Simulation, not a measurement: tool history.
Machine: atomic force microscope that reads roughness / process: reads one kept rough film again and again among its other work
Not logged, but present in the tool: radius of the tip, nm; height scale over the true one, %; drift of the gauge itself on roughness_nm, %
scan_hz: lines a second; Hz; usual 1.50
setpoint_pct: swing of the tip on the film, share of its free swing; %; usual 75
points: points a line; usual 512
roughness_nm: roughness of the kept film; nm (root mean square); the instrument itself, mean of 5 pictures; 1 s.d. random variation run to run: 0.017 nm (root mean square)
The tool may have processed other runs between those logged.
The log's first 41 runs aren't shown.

run,hour,scan_hz,setpoint_pct,points,pictures with this tip,hours of work since the height scale was calibrated,roughness_nm
# hour 2022.8: new tip fitted
42,2031.9,0.51,55,292,13,274,4.438
43,2071.6,0.51,55,292,68,301,4.434
44,2108.8,0.51,55,292,120,326,4.465
# hour 2158.2: new tip fitted
45,2160.5,0.83,61,292,4,361,4.417
46,2228.1,1.50,75,1023,98,407,4.106
# hour 2294.2: new tip fitted
47,2294.2,1.50,60,342,0,452,4.340
48,2341.7,1.50,68,512,66,484,4.223
49,2401.0,1.57,74,512,149,525,4.067
# hour 2430.8: new tip fitted
50,2436.7,1.07,74,552,8,549,4.223
51,2470.5,1.50,55,512,56,572,4.387
52,2539.1,1.50,62,512,152,618,4.331

4 options for the next run, each taken on its own from the tool as it stands now. Forecast them:
# hour 2568.9: new tip fitted
A,2587.2,1.50,72,920,25,651,?
# hour 2568.9: new tip fitted
B,2587.2,0.56,58,785,25,651,?
# hour 2568.9: new tip fitted
C,2587.2,0.82,66,512,25,651,?
# hour 2568.9: new tip fitted
D,2587.2,0.88,62,332,25,651,?

run,roughness_nm
A,4.150
B,4.461
C,4.345
D,4.402
Without the tool's unlogged condition, the same runs would have read:
run,roughness_nm
A,4.151
B,4.461
C,4.345
D,4.402

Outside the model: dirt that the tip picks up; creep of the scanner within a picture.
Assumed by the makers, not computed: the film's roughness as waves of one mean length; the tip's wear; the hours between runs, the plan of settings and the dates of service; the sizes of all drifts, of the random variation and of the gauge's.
